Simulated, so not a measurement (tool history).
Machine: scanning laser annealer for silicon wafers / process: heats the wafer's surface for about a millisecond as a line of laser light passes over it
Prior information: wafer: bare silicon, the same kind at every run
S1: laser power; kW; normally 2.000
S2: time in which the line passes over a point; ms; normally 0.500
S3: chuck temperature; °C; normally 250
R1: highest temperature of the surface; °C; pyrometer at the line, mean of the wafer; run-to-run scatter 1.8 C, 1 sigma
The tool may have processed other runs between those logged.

run	day	S1	S2	S3	R1
1	0.000	2.000	0.500	250	1006
2	0.783	2.000	0.500	250	1004
3	1.221	2.000	0.500	250	1004
4	1.608	2.000	0.500	250	1005
5	2.167	2.000	0.500	250	1006
6	2.608	2.000	0.500	250	1006
7	3.392	2.000	0.500	233	986
8	4.112	2.000	0.500	233	989
9	4.604	2.000	0.500	233	987
10	5.008	2.000	0.500	233	987
11	5.325	2.000	0.500	211	967
12	6.179	2.000	0.500	250	1005
13	6.917	2.000	0.500	250	1007
14	7.638	2.000	0.500	250	1003
15	7.971	2.000	0.500	250	1007
16	8.542	2.000	0.500	250	1002
17	8.871	2.000	0.500	250	1005
18	9.267	1.904	0.500	250	961
19	9.762	2.000	0.500	250	1004
20	10.304	2.000	0.500	250	1001
21	10.758	2.000	0.500	250	1004
22	11.079	2.000	0.500	250	1008
23	11.829	1.924	0.500	250	969
24	12.483	1.711	0.372	250	803
25	12.846	1.711	0.372	250	805
26	13.462	2.173	0.439	250	1030
27	13.796	2.000	0.354	271	914
28	14.346	2.000	0.354	271	913
29	14.862	2.000	0.354	271	913
30	15.350	2.000	0.354	220	861
31	15.746	2.000	0.354	220	865
32	16.375	2.000	0.565	250	1048
33	16.692	2.000	0.565	250	1049
34	17.167	2.000	0.565	250	1049
35	17.912	2.093	0.470	232	999
36	18.317	2.000	0.500	247	1000
37	19.046	2.000	0.538	269	1050
38	19.438	1.726	0.365	278	830
39	20.200	1.726	0.365	278	832
40	20.642	1.971	0.374	278	926
41	20.954	1.971	0.374	246	894
42	21.483	1.757	0.433	249	855

Removed from this log: 1 entry logged between the listed runs. Between which two listed runs does each belong, and how does the tool's hidden state at the listed run before it compare with that at the listed run after it?
From run 11 to run 12: window over the wafer cleaned (day 5.775)
  light that passes the window, % of a clean one's: 99.86 -> 99.99
